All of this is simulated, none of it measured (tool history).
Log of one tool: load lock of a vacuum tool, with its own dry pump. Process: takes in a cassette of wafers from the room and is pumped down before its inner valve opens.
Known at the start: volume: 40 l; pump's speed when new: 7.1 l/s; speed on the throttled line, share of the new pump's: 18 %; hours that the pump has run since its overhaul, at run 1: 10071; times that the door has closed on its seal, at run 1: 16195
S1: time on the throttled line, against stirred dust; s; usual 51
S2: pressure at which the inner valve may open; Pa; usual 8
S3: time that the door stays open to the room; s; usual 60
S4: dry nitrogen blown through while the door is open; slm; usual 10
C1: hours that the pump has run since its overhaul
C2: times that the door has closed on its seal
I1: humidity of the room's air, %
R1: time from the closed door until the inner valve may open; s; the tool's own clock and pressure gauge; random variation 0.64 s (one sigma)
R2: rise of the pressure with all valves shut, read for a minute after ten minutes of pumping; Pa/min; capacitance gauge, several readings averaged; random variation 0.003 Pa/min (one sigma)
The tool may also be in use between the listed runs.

{"run": 1, "hour": 0.0, "S1": 51, "S2": 8, "S3": 60, "S4": 10, "C1": 10071, "C2": 16195, "I1": 44.9, "R1": 102.1, "R2": 0.135}
{"run": 2, "hour": 199.0, "S1": 51, "S2": 8, "S3": 60, "S4": 10, "C1": 10270, "C2": 16480, "I1": 44.7, "R1": 103.5, "R2": 0.141}
{"run": 3, "hour": 488.3, "S1": 51, "S2": 8, "S3": 60, "S4": 21, "C1": 10559, "C2": 16894, "I1": 43.8, "R1": 102.6, "R2": 0.131}
{"run": 4, "hour": 628.0, "S1": 51, "S2": 8, "S3": 60, "S4": 21, "C1": 10699, "C2": 17094, "I1": 45.7, "R1": 103.7, "R2": 0.135}
{"run": 5, "hour": 903.6, "S1": 51, "S2": 8, "S3": 60, "S4": 13, "C1": 10974, "C2": 17489, "I1": 48.9, "R1": 103.7, "R2": 0.155}
{"run": 6, "hour": 1176.0, "S1": 51, "S2": 8, "S3": 60, "S4": 10, "C1": 11247, "C2": 17879, "I1": 43.6, "R1": 103.2, "R2": 0.152}
{"run": 7, "hour": 1327.8, "S1": 51, "S2": 8, "S3": 123, "S4": 10, "C1": 11399, "C2": 18097, "I1": 46.4, "R1": 102.1, "R2": 0.185}
{"run": 8, "hour": 1556.7, "S1": 51, "S2": 8, "S3": 60, "S4": 10, "C1": 11628, "C2": 18425, "I1": 44.1, "R1": 103.3, "R2": 0.156}
{"run": 9, "hour": 1716.0, "S1": 51, "S2": 8, "S3": 60, "S4": 10, "C1": 11787, "C2": 18653, "I1": 45.5, "R1": 103.7, "R2": 0.161}
{"run": 10, "hour": 1959.0, "S1": 51, "S2": 8, "S3": 60, "S4": 10, "C1": 12030, "C2": 19001, "I1": 44.2, "R1": 104.3, "R2": 0.168}
{"run": 11, "hour": 2126.5, "S1": 51, "S2": 8, "S3": 60, "S4": 10, "C1": 12197, "C2": 19241, "I1": 43.6, "R1": 104.4, "R2": 0.164}
{"run": 12, "hour": 2371.9, "S1": 51, "S2": 8, "S3": 60, "S4": 10, "C1": 12443, "C2": 19593, "I1": 45.0, "R1": 104.2, "R2": 0.164}
{"run": 13, "hour": 2548.5, "S1": 51, "S2": 8, "S3": 60, "S4": 10, "C1": 12619, "C2": 19846, "I1": 45.9, "R1": 104.7, "R2": 0.178}
{"run": 14, "hour": 2706.7, "S1": 51, "S2": 8, "S3": 60, "S4": 30, "C1": 12778, "C2": 20073, "I1": 43.6, "R1": 104.8, "R2": 0.155}
{"run": 15, "hour": 2888.3, "S1": 51, "S2": 8, "S3": 60, "S4": 10, "C1": 12959, "C2": 20333, "I1": 43.6, "R1": 104.7, "R2": 0.177}
{"hour": 2918.3, "done": "dry pump taken out, an overhauled one fitted"}
{"run": 16, "hour": 3073.9, "S1": 51, "S2": 8, "S3": 60, "S4": 10, "C1": 156, "C2": 20590, "I1": 46.6, "R1": 96.2, "R2": 0.174}
{"run": 17, "hour": 3369.6, "S1": 51, "S2": 8, "S3": 60, "S4": 22, "C1": 451, "C2": 21014, "I1": 46.8, "R1": 94.4, "R2": 0.17}
{"run": 18, "hour": 3529.9, "S1": 51, "S2": 8, "S3": 60, "S4": 10, "C1": 612, "C2": 21244, "I1": 42.1, "R1": 96.2, "R2": 0.188}
{"run": 19, "hour": 3691.5, "S1": 51, "S2": 8, "S3": 60, "S4": 8, "C1": 773, "C2": 21475, "I1": 43.4, "R1": 95.7, "R2": 0.189}
{"run": 20, "hour": 3863.2, "S1": 51, "S2": 8, "S3": 60, "S4": 8, "C1": 945, "C2": 21721, "I1": 45.2, "R1": 95.7, "R2": 0.195}
{"run": 21, "hour": 4021.4, "S1": 51, "S2": 8, "S3": 60, "S4": 8, "C1": 1103, "C2": 21948, "I1": 43.3, "R1": 97.1, "R2": 0.201}
{"run": 22, "hour": 4159.0, "S1": 53, "S2": 8, "S3": 43, "S4": 10, "C1": 1241, "C2": 22145, "I1": 43.0, "R1": 98.4, "R2": 0.187}
{"run": 23, "hour": 4302.3, "S1": 42, "S2": 8, "S3": 60, "S4": 7, "C1": 1384, "C2": 22350, "I1": 50.9, "R1": 88.3, "R2": 0.215}
{"run": 24, "hour": 4581.3, "S1": 42, "S2": 8, "S3": 60, "S4": 26, "C1": 1663, "C2": 22750, "I1": 47.0, "R1": 89.1, "R2": 0.179}
{"run": 25, "hour": 4792.3, "S1": 42, "S2": 8, "S3": 60, "S4": 26, "C1": 1874, "C2": 23052, "I1": 50.2, "R1": 90.3, "R2": 0.195}
{"run": 26, "hour": 4932.1, "S1": 37, "S2": 11, "S3": 60, "S4": 22, "C1": 2014, "C2": 23253, "I1": 46.2, "R1": 84.0, "R2": 0.195}
{"run": 27, "hour": 5069.0, "S1": 37, "S2": 11, "S3": 60, "S4": 22, "C1": 2151, "C2": 23449, "I1": 44.9, "R1": 83.2, "R2": 0.198}
{"run": 28, "hour": 5205.8, "S1": 98, "S2": 9, "S3": 60, "S4": 5, "C1": 2287, "C2": 23645, "I1": 46.1, "R1": 135.5, "R2": 0.224}
{"run": 29, "hour": 5492.0, "S1": 98, "S2": 9, "S3": 60, "S4": 5, "C1": 2574, "C2": 24055, "I1": 47.6, "R1": 135.0, "R2": 0.234}
{"run": 30, "hour": 5717.3, "S1": 63, "S2": 8, "S3": 111, "S4": 28, "C1": 2799, "C2": 24378, "I1": 43.4, "R1": 106.4, "R2": 0.217}
{"run": 31, "hour": 5935.6, "S1": 63, "S2": 8, "S3": 111, "S4": 28, "C1": 3017, "C2": 24690, "I1": 45.8, "R1": 107.2, "R2": 0.223}
{"run": 32, "hour": 6074.8, "S1": 63, "S2": 13, "S3": 184, "S4": 28, "C1": 3156, "C2": 24890, "I1": 45.2, "R1": 103.9, "R2": 0.232}
{"run": 33, "hour": 6285.2, "S1": 76, "S2": 8, "S3": 47, "S4": 8, "C1": 3367, "C2": 25191, "I1": 47.5, "R1": 117.9, "R2": 0.225}
{"run": 34, "hour": 6579.3, "S1": 32, "S2": 8, "S3": 50, "S4": 32, "C1": 3661, "C2": 25613, "I1": 43.7, "R1": 82.0, "R2": 0.203}
{"run": 35, "hour": 6779.7, "S1": 32, "S2": 8, "S3": 40, "S4": 32, "C1": 3861, "C2": 25900, "I1": 44.1, "R1": 81.7, "R2": 0.213}
{"run": 36, "hour": 6952.2, "S1": 32, "S2": 8, "S3": 40, "S4": 7, "C1": 4034, "C2": 26147, "I1": 47.2, "R1": 82.3, "R2": 0.238}

Forecast each of these 4 alternatives for the next run:
{"run": "A", "hour": 7082.3, "S1": 70, "S2": 8, "S3": 40, "S4": 7, "C1": 4164, "C2": 26333, "I1": 43.7, "R1": "?", "R2": "?"}
{"run": "B", "hour": 7082.3, "S1": 32, "S2": 8, "S3": 41, "S4": 39, "C1": 4164, "C2": 26333, "I1": 44.3, "R1": "?", "R2": "?"}
{"run": "C", "hour": 7082.3, "S1": 26, "S2": 8, "S3": 60, "S4": 9, "C1": 4164, "C2": 26333, "I1": 43.7, "R1": "?", "R2": "?"}
{"run": "D", "hour": 7082.3, "S1": 30, "S2": 7, "S3": 60, "S4": 10, "C1": 4164, "C2": 26333, "I1": 42.4, "R1": "?", "R2": "?"}

run=A R1=113.7 R2=0.238
run=B R1=81.9 R2=0.212
run=C R1=77.1 R2=0.241
run=D R1=81.7 R2=0.241
Without the tool's hidden state the same runs would have given:
run=A R1=111.1 R2=0.046
run=B R1=78.9 R2=0.020
run=C R1=74.0 R2=0.054
run=D R1=78.5 R2=0.051
